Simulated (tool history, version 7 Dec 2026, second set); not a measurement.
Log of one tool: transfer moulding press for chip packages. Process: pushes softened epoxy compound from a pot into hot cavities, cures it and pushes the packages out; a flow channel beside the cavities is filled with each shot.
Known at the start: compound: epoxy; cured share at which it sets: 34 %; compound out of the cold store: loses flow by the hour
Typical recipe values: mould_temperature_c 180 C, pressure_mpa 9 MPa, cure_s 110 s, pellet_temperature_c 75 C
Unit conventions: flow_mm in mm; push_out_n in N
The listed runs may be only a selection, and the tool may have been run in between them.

run    hour  mould_temperature_c  pressure_mpa  cure_s  pellet_temperature_c  incoming compound's hours out of the cold store  flow_mm  push_out_n
  1       0                  180             9     110                    75                                               36      727         527
       12.1  -- cavities cleaned with cleaning compound and waxed
       33.5  -- mould's thermocouples calibrated
  2    63.5                  180             9     110                    75                                             46.2      689         489
      102.8  -- cavities cleaned with cleaning compound and waxed
  3   130.6                  180             9     110                    75                                             16.4      833         472
        194  -- cavities cleaned with cleaning compound and waxed
  4   206.3                  180             9     110                    75                                             37.6      720         430
  5   246.5                  180             9     110                    66                                             20.9      788         517
      286.3  -- plunger's sealing rings changed
      287.8  -- cavities cleaned with cleaning compound and waxed
  6   336.7                  180             9     110                    66                                             42.8      704         493
        382  -- cavities cleaned with cleaning compound and waxed
  7   428.5                  180             9     109                    66                                             32.2      749         477
      469.2  -- cavities cleaned with cleaning compound and waxed
  8   502.5                  184             9     110                    75                                              8.4      878         431
      563.6  -- cavities cleaned with cleaning compound and waxed
  9   579.4                  180          8.28     110                    75                                               18      794         423
      599.5  -- mould's thermocouples calibrated, once more
 10   639.5                  180          8.28     110                    75                                             40.9      663         533
      656.3  -- cavities cleaned with cleaning compound and waxed
      694.9  -- plunger's sealing rings changed
 11   694.9                  180          8.28     110                    75                                             32.4      725         491
      745.5  -- cavities cleaned with cleaning compound and waxed
 12   764.1                  180             9     110                    75                                             42.7      709         448
      837.6  -- cavities cleaned with cleaning compound and waxed
 13   851.2                  180             9     110                    75                                             25.6      779         439
 14   916.8                  180             9     110                    75                                               24      786         543
      926.2  -- cavities cleaned with cleaning compound and waxed
 15   970.5                  180             9     110                    75                                             26.2      765         515
       1015  -- cavities cleaned with cleaning compound and waxed
 16  1035.6                  173         10.34     129                    67                                             47.8      720         468
     1097.8  -- plunger's sealing rings changed
 17  1098.6                  173         10.34     129                    67                                             28.9      856         592
     1106.3  -- cavities cleaned with cleaning compound and waxed
 18  1146.5                  183          9.64     133                    75                                             17.2      878         415
 19  1190.6                  188          9.64     133                    75                                             12.2      889         456
     1198.9  -- cavities cleaned with cleaning compound and waxed
 20  1250.3                  180          7.73      91                    75                                             40.3      656         706
       1290  -- cavities cleaned with cleaning compound and waxed
 21  1293.8                  180          7.55     115                    75                                             14.4      775         391
 22  1338.8                  180          7.55     115                    75                                             18.9      750         501
     1377.9  -- cavities cleaned with cleaning compound and waxed
 23  1400.6                  180          7.95     118                    80                                             19.1      757         408
     1465.8  -- cavities cleaned with cleaning compound and waxed
 24  1476.6                  180          8.59     110                    75                                             19.4      776         442
     1502.2  -- plunger's sealing rings changed
     1538.6  -- mould's thermocouples calibrated
 25    1550                  175          7.18     110                    75                                             24.3      734         761
     1563.4  -- cavities cleaned with cleaning compound and waxed
 26  1598.8                  175          7.18     110                    75                                             23.1      727         664
     1653.8  -- cavities cleaned with cleaning compound and waxed
 27  1653.8                  180          7.46     110                    75                                               34      675         363

Branching from run 27: 4 alternative next runs. What would each branch give?
  A  1709.9                  182             9     141                    72                                             38.2        ?           ?
  B  1709.9                  180             9     134                    71                                             41.8        ?           ?
  C  1709.9                  182          8.53     110                    75                                             41.6        ?           ?
  D  1709.9                  181             9     119                    69                                             31.3        ?           ?

run  flow_mm  push_out_n
  A      710         429
  B      697         442
  C      675         487
  D      746         483
Without the tool's unlogged condition, the same runs would have read:
run  flow_mm  push_out_n
  A      733         312
  B      719         320
  C      696         355
  D      770         352
